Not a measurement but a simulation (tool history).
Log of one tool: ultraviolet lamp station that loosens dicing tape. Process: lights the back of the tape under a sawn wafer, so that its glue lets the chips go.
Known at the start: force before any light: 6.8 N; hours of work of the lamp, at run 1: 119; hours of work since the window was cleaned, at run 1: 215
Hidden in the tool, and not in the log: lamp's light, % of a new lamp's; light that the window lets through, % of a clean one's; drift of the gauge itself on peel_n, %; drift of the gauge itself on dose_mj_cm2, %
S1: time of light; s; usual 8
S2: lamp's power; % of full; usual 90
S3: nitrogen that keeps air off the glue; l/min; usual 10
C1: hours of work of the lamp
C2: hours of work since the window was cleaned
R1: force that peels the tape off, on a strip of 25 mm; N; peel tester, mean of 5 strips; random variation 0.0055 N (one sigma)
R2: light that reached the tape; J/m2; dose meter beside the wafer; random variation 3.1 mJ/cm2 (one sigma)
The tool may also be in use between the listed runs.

Run 1, hour 0.0: usual settings; C1 119; C2 215. Result: R1 0.118 N, R2 4680 J/m2.
Run 2, hour 40.0: usual settings; C1 149; C2 245. Result: R1 0.121 N, R2 4700 J/m2.
Run 3, hour 59.4: usual settings but S1 12 s; C1 164; C2 260. Result: R1 0.094 N, R2 7060 J/m2.
At hour 96.6: window cleaned of glue's vapour.
Run 4, hour 98.1: usual settings but S3 20 l/min; C1 192; C2 1. Result: R1 0.106 N, R2 4630 J/m2.
Run 5, hour 144.4: usual settings but S3 12 l/min; C1 227; C2 36. Result: R1 0.111 N, R2 4640 J/m2.
Run 6, hour 165.8: usual settings but S3 12 l/min; C1 243; C2 52. Result: R1 0.126 N, R2 4640 J/m2.
Run 7, hour 185.8: usual settings but S1 10 s; C1 258; C2 67. Result: R1 0.102 N, R2 5800 J/m2.
Run 8, hour 217.3: usual settings but S1 10 s, S2 71 % of full; C1 282; C2 90. Result: R1 0.126 N, R2 4640 J/m2.
Run 9, hour 262.8: usual settings but S1 10 s, S2 63 % of full, S3 8 l/min; C1 316; C2 125. Result: R1 0.163 N, R2 4100 J/m2.
Run 10, hour 300.0: usual settings but S2 73 % of full, S3 5 l/min; C1 344; C2 152. Result: R1 0.262 N, R2 3790 J/m2.
Run 11, hour 319.5: usual settings but S1 6 s, S2 76 % of full, S3 8 l/min; C1 358; C2 167. Result: R1 0.342 N, R2 2940 J/m2.

The next listed run, before its measurement:
Run 12, hour 363.0: usual settings but S1 9 s, S2 73 % of full, S3 4 l/min; C1 391; C2 200. Result: R1 ?, R2 ?.

{"run 12": {"R1": 0.233, "R2": 4210}}
Without the tool's hidden state the same run would have given R1 0.231 N, R2 4230 J/m2.
